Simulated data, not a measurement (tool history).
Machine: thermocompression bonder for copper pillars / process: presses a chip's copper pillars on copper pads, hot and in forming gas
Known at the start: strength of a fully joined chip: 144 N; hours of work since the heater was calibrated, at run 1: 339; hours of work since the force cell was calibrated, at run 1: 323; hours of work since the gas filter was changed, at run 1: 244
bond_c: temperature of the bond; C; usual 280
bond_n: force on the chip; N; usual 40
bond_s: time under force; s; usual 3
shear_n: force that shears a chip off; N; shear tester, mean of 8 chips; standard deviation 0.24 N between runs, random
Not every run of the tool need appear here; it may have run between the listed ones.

run,hour,bond_c,bond_n,bond_s,hours of work since the heater was calibrated,hours of work since the force cell was calibrated,hours of work since the gas filter was changed,shear_n
1,0,280,40,3,339,323,244,86.9
2,16.6,280,40,3,347,331,252,86.5
3,56.4,280,40,3,366,350,271,86.8
4,87.2,280,40,3,381,365,286,86.5
5,111.4,280,40,3,393,377,298,86.9
6,146,280,24,3,410,393,314,63.9
7,178.6,280,24,3,426,409,330,63.5
8,199.8,280,40,3,436,419,341,86.7
9,235.6,280,57,3,453,437,358,102
10,273.6,280,57,3,472,455,376,101.5
11,294.3,280,57,3,482,465,386,101.6
12,333.5,280,40,7,501,484,405,106.4
13,352.2,291,40,3,510,493,414,93.3
# hour 368.2: forming gas filter changed
14,390,291,41,3,528,511,11,98.7
15,423.8,262,31,5,544,528,27,75
16,463,262,31,5,563,547,46,74.9
17,483.8,253,40,3,573,557,56,66.3
# hour 488.4: heater calibrated with a thermocouple chip
18,518,253,40,3,14,572,72,65.7
19,544.9,262,55,3,27,585,85,88
20,575.6,289,40,3,42,600,100,94.7
21,601.6,302,36,7,55,613,112,119.2
# hour 607.3: heater calibrated with a thermocouple chip, once more
22,631.7,280,40,8,12,627,126,113.8
23,672.5,266,31,3,32,646,145,66.5

What will run 24 give?
24,711.6,294,40,8,51,665,164,?

shear_n: 121.7 N
Without the tool's hidden state the same run would have given shear_n 122.3 N.
